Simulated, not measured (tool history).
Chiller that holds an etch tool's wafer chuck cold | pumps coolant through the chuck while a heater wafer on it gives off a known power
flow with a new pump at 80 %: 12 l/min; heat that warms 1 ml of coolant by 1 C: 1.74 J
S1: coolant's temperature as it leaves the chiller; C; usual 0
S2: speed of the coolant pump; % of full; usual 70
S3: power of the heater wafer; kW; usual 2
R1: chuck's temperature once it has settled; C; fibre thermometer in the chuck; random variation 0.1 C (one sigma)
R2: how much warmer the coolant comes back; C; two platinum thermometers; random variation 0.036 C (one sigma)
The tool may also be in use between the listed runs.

Run 1, hour 0: usual settings. Result: R1 17.7 C, R2 6.68 C.
Run 2, hour 66: usual settings but S3 2.396 kW. Result: R1 21.3 C, R2 7.99 C.
Run 3, hour 112: usual settings but S2 65 % of full. Result: R1 19.2 C, R2 7.17 C.
Run 4, hour 189.6: usual settings but S2 65 % of full. Result: R1 19 C, R2 7.19 C.
Run 5, hour 245: usual settings but S2 65 % of full. Result: R1 19 C, R2 7.23 C.
Run 6, hour 296.8: usual settings but S3 1.17 kW. Result: R1 10.6 C, R2 3.8 C.
Run 7, hour 369: usual settings but S3 1.17 kW. Result: R1 10.5 C, R2 3.87 C.
Run 8, hour 409.1: usual settings. Result: R1 17.9 C, R2 6.57 C.
Run 9, hour 492.2: usual settings. Result: R1 17.7 C, R2 6.5 C.
Run 10, hour 531.5: usual settings but S3 1.878 kW. Result: R1 16.8 C, R2 6.1 C.
Run 11, hour 624.8: usual settings but S3 1.878 kW. Result: R1 16.6 C, R2 6.15 C.
Run 12, hour 700.1: usual settings but S3 1.878 kW. Result: R1 16.6 C, R2 6.15 C.
Run 13, hour 754.6: usual settings but S2 68 % of full, S3 2.476 kW. Result: R1 22.5 C, R2 8.36 C.
Run 14, hour 803.2: usual settings but S2 78 % of full, S3 1.418 kW. Result: R1 11.2 C, R2 3.99 C.
Run 15, hour 892: usual settings but S2 78 % of full, S3 1.418 kW. Result: R1 11.2 C, R2 3.96 C.
Run 16, hour 952.5: usual settings but S1 2 C, S2 78 % of full, S3 1.67 kW. Result: R1 15.4 C, R2 4.66 C.
Run 17, hour 1001.5: usual settings but S1 2 C, S2 78 % of full, S3 1.67 kW. Result: R1 15.4 C, R2 4.66 C.
Run 18, hour 1050.8: usual settings but S1 2 C, S2 78 % of full, S3 2.741 kW. Result: R1 24.1 C, R2 7.92 C.
Run 19, hour 1135.4: usual settings but S1 9 C, S2 99 % of full. Result: R1 21.9 C, R2 4.25 C.
At hour 1167.4: gauge calibrated.
Run 20, hour 1195.6: usual settings but S1 9 C, S2 99 % of full. Result: R1 21.9 C, R2 4.5 C.
Run 21, hour 1241.6: usual settings but S1 2 C, S2 61 % of full, S3 2.508 kW. Result: R1 27.3 C, R2 9.8 C.
Run 22, hour 1334.9: usual settings but S1 -2 C, S2 97 % of full, S3 2.147 kW. Result: R1 12.1 C, R2 4.85 C.

Forecast each of these 4 alternatives for the next run:
Run A, hour 1426.2: usual settings but S1 5 C, S2 63 % of full, S3 2.298 kW. Result: R1 ?, R2 ?.
Run B, hour 1426.2: usual settings but S1 -8 C. Result: R1 ?, R2 ?.
Run C, hour 1426.2: usual settings but S3 2.015 kW. Result: R1 ?, R2 ?.
Run D, hour 1426.2: usual settings but S1 -2 C, S2 62 % of full, S3 1.209 kW. Result: R1 ?, R2 ?.

run    R1    R2
  A  27.6  8.59
  B   9.7  6.63
  C    18  6.62
  D  10.3   4.5
Without the tool's hidden state the same runs would have given:
run    R1    R2
  A  27.6  8.65
  B   9.7  6.68
  C    18  6.67
  D  10.3  4.56
